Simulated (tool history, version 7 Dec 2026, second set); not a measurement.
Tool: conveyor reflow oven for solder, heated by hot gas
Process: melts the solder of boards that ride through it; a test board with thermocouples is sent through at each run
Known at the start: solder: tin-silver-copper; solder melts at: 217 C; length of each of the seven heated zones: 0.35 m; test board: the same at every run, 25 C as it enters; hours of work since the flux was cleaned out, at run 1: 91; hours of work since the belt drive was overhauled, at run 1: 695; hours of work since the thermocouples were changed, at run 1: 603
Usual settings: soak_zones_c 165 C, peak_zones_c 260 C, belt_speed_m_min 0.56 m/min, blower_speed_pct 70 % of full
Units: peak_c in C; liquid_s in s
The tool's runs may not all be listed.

| run | hour | soak_zones_c | peak_zones_c | belt_speed_m_min | blower_speed_pct | hours of work since the flux was cleaned out | hours of work since the belt drive was overhauled | hours of work since the thermocouples were changed | peak_c | liquid_s |
|---|---|---|---|---|---|---|---|---|---|---|
| 1 | 0 | 165 | 260 | 0.56 | 70 | 91 | 695 | 603 | 243.4 | 47.2 |
| 2 | 24 | 165 | 260 | 0.56 | 70 | 107 | 711 | 619 | 243.7 | 46.8 |
| 3 | 47.2 | 165 | 260 | 0.56 | 70 | 123 | 727 | 635 | 243.6 | 46.8 |
| 4 | 65.1 | 165 | 267 | 0.56 | 70 | 135 | 739 | 647 | 250 | 51.6 |
| 5 | 81.1 | 165 | 267 | 0.56 | 86 | 146 | 750 | 658 | 252.9 | 56 |
| 6 | 93.2 | 165 | 267 | 0.56 | 86 | 154 | 758 | 666 | 252.8 | 55.5 |
| 7 | 113.5 | 165 | 267 | 0.56 | 86 | 168 | 772 | 680 | 252.8 | 55.1 |
| 8 | 133.5 | 165 | 267 | 0.56 | 86 | 181 | 786 | 694 | 252.8 | 54.6 |
| 9 | 158.8 | 165 | 260 | 0.56 | 70 | 198 | 803 | 711 | 243.2 | 46.3 |
| 10 | 178.2 | 165 | 260 | 0.56 | 70 | 211 | 816 | 724 | 243.7 | 46.4 |
|  | 183.7 | belt drive overhauled, speed set with a stopwatch |
|  | 206.8 | flux residue cleaned out of gas plates and filters |
| 11 | 207.9 | 165 | 260 | 0.56 | 70 | 1 | 13 | 738 | 246.1 | 49.2 |
| 12 | 222.5 | 165 | 260 | 0.56 | 70 | 11 | 23 | 748 | 245.6 | 49.4 |
| 13 | 247.4 | 171 | 252 | 0.56 | 70 | 28 | 40 | 765 | 240 | 45.8 |
| 14 | 259.8 | 175 | 260 | 0.56 | 80 | 36 | 48 | 773 | 249.1 | 56.7 |
|  | 274.1 | belt drive overhauled, speed set with a stopwatch, once more |
| 15 | 284.9 | 179 | 260 | 0.56 | 80 | 50 | 7 | 788 | 248.3 | 55.7 |
| 16 | 302.3 | 179 | 260 | 0.56 | 80 | 62 | 19 | 799 | 248.2 | 55.8 |
| 17 | 317.8 | 179 | 267 | 0.572 | 62 | 73 | 30 | 810 | 250.1 | 54.2 |
| 18 | 332 | 179 | 267 | 0.572 | 62 | 82 | 39 | 819 | 250.5 | 53.2 |
| 19 | 357.1 | 167 | 275 | 0.638 | 62 | 99 | 56 | 837 | 249.1 | 43 |
| 20 | 381.5 | 172 | 267 | 0.638 | 62 | 116 | 73 | 853 | 244 | 41 |
| 21 | 392.9 | 179 | 264 | 0.576 | 60 | 123 | 81 | 861 | 246.5 | 50.1 |
| 22 | 404.8 | 179 | 264 | 0.576 | 64 | 132 | 89 | 869 | 247.2 | 51.8 |

Forecast run 23:
| 23 | 427.6 | 172 | 260 | 0.455 | 70 | 147 | 104 | 884 | ? | ? |

{"run 23": {"peak_c": 251, "liquid_s": 68.8}}
Without the tool's hidden state the same run would have given peak_c 249.5 C, liquid_s 67.7 s.
